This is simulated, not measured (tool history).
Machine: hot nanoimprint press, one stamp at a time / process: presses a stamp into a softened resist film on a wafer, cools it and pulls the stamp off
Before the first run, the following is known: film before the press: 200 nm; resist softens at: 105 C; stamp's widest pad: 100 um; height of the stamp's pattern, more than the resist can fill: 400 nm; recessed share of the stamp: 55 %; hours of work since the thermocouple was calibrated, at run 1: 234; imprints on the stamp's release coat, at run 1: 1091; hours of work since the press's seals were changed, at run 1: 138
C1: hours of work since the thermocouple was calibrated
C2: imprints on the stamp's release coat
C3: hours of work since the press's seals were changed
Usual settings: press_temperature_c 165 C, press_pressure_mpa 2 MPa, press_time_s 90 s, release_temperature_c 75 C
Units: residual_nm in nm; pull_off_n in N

run 1 hour=0 | press_temperature_c=165 press_pressure_mpa=2 press_time_s=90 release_temperature_c=75 | C1=234 C2=1091 C3=138 | residual_nm=77.3 pull_off_n=256
run 2 hour=9.2 | press_temperature_c=173 press_pressure_mpa=2 press_time_s=90 release_temperature_c=75 | C1=239 C2=1108 C3=143 | residual_nm=48 pull_off_n=258
run 3 hour=14.7 | press_temperature_c=165 press_pressure_mpa=2 press_time_s=141 release_temperature_c=75 | C1=242 C2=1119 C3=146 | residual_nm=64.9 pull_off_n=265
-- hour=25.7 stamp cleaned and given a new release coat
run 4 hour=31.4 | press_temperature_c=165 press_pressure_mpa=2 press_time_s=90 release_temperature_c=75 | C1=248 C2=10 C3=152 | residual_nm=77.3 pull_off_n=177
run 5 hour=42.3 | press_temperature_c=165 press_pressure_mpa=2 press_time_s=90 release_temperature_c=75 | C1=254 C2=31 C3=158 | residual_nm=76.3 pull_off_n=171
run 6 hour=52.8 | press_temperature_c=174 press_pressure_mpa=2 press_time_s=90 release_temperature_c=75 | C1=260 C2=50 C3=164 | residual_nm=44.3 pull_off_n=181
run 7 hour=63 | press_temperature_c=174 press_pressure_mpa=2 press_time_s=90 release_temperature_c=75 | C1=266 C2=69 C3=170 | residual_nm=45.4 pull_off_n=173
run 8 hour=73.9 | press_temperature_c=174 press_pressure_mpa=2 press_time_s=90 release_temperature_c=75 | C1=272 C2=89 C3=176 | residual_nm=45 pull_off_n=181
run 9 hour=84.5 | press_temperature_c=174 press_pressure_mpa=2 press_time_s=90 release_temperature_c=75 | C1=278 C2=109 C3=182 | residual_nm=46.7 pull_off_n=179
run 10 hour=96.3 | press_temperature_c=174 press_pressure_mpa=2 press_time_s=90 release_temperature_c=72 | C1=284 C2=131 C3=189 | residual_nm=45.4 pull_off_n=196
run 11 hour=103.9 | press_temperature_c=174 press_pressure_mpa=2 press_time_s=90 release_temperature_c=72 | C1=289 C2=145 C3=193 | residual_nm=45 pull_off_n=194
run 12 hour=112.8 | press_temperature_c=159 press_pressure_mpa=2 press_time_s=90 release_temperature_c=72 | C1=294 C2=161 C3=198 | residual_nm=110.6 pull_off_n=188
run 13 hour=119.5 | press_temperature_c=159 press_pressure_mpa=2 press_time_s=90 release_temperature_c=72 | C1=297 C2=174 C3=202 | residual_nm=110.1 pull_off_n=197
run 14 hour=126.5 | press_temperature_c=165 press_pressure_mpa=1.62 press_time_s=90 release_temperature_c=75 | C1=301 C2=187 C3=206 | residual_nm=85.8 pull_off_n=190
run 15 hour=136 | press_temperature_c=165 press_pressure_mpa=1.62 press_time_s=90 release_temperature_c=75 | C1=307 C2=204 C3=211 | residual_nm=86.3 pull_off_n=180
run 16 hour=145.6 | press_temperature_c=165 press_pressure_mpa=1.62 press_time_s=90 release_temperature_c=75 | C1=312 C2=222 C3=216 | residual_nm=87.1 pull_off_n=196
run 17 hour=151.9 | press_temperature_c=165 press_pressure_mpa=1.45 press_time_s=90 release_temperature_c=75 | C1=315 C2=234 C3=220 | residual_nm=90.2 pull_off_n=193
run 18 hour=163.7 | press_temperature_c=165 press_pressure_mpa=1.45 press_time_s=90 release_temperature_c=75 | C1=322 C2=256 C3=226 | residual_nm=91.9 pull_off_n=197
run 19 hour=174.1 | press_temperature_c=165 press_pressure_mpa=1.45 press_time_s=90 release_temperature_c=75 | C1=328 C2=275 C3=232 | residual_nm=92 pull_off_n=192
run 20 hour=185.2 | press_temperature_c=165 press_pressure_mpa=2 press_time_s=125 release_temperature_c=75 | C1=334 C2=296 C3=238 | residual_nm=68.1 pull_off_n=189
run 21 hour=192.5 | press_temperature_c=165 press_pressure_mpa=2 press_time_s=90 release_temperature_c=76 | C1=338 C2=309 C3=243 | residual_nm=78.2 pull_off_n=193
run 22 hour=198.8 | press_temperature_c=165 press_pressure_mpa=1.5 press_time_s=64 release_temperature_c=75 | C1=342 C2=321 C3=246 | residual_nm=102.4 pull_off_n=194
run 23 hour=210.7 | press_temperature_c=169 press_pressure_mpa=2 press_time_s=90 release_temperature_c=75 | C1=348 C2=343 C3=253 | residual_nm=62.9 pull_off_n=205
run 24 hour=217.7 | press_temperature_c=156 press_pressure_mpa=1.79 press_time_s=76 release_temperature_c=81 | C1=352 C2=356 C3=257 | residual_nm=141.8 pull_off_n=174
run 25 hour=224.4 | press_temperature_c=156 press_pressure_mpa=1.79 press_time_s=76 release_temperature_c=81 | C1=356 C2=368 C3=260 | residual_nm=140.7 pull_off_n=178
run 26 hour=230.6 | press_temperature_c=156 press_pressure_mpa=2.05 press_time_s=48 release_temperature_c=69 | C1=360 C2=380 C3=264 | residual_nm=148.5 pull_off_n=236
run 27 hour=239.5 | press_temperature_c=156 press_pressure_mpa=2.05 press_time_s=48 release_temperature_c=69 | C1=364 C2=396 C3=269 | residual_nm=149 pull_off_n=230
run 28 hour=248.3 | press_temperature_c=156 press_pressure_mpa=1.34 press_time_s=52 release_temperature_c=60 | C1=369 C2=412 C3=274 | residual_nm=164.9 pull_off_n=256
run 29 hour=257.8 | press_temperature_c=156 press_pressure_mpa=1.34 press_time_s=52 release_temperature_c=60 | C1=375 C2=430 C3=279 | residual_nm=164.7 pull_off_n=264
run 30 hour=267.7 | press_temperature_c=156 press_pressure_mpa=1.81 press_time_s=76 release_temperature_c=74 | C1=380 C2=448 C3=285 | residual_nm=140.5 pull_off_n=205

Each row is a separate what-if for the run after 30, all from the same tool condition, not one after another. Results?
run A hour=275.3 | press_temperature_c=159 press_pressure_mpa=1.65 press_time_s=90 release_temperature_c=63 | C1=384 C2=462 C3=289 | residual_nm=? pull_off_n=?
run B hour=275.3 | press_temperature_c=165 press_pressure_mpa=2.56 press_time_s=58 release_temperature_c=75 | C1=384 C2=462 C3=289 | residual_nm=? pull_off_n=?
run C hour=275.3 | press_temperature_c=154 press_pressure_mpa=2.53 press_time_s=90 release_temperature_c=67 | C1=384 C2=462 C3=289 | residual_nm=? pull_off_n=?

run=A residual_nm=121.4 pull_off_n=259
run=B residual_nm=82.9 pull_off_n=207
run=C residual_nm=132.9 pull_off_n=245
Stripped of hidden state, with their random variation kept, the same runs would have yielded:
run=A residual_nm=115.3 pull_off_n=212
run=B residual_nm=77.7 pull_off_n=169
run=C residual_nm=126 pull_off_n=200
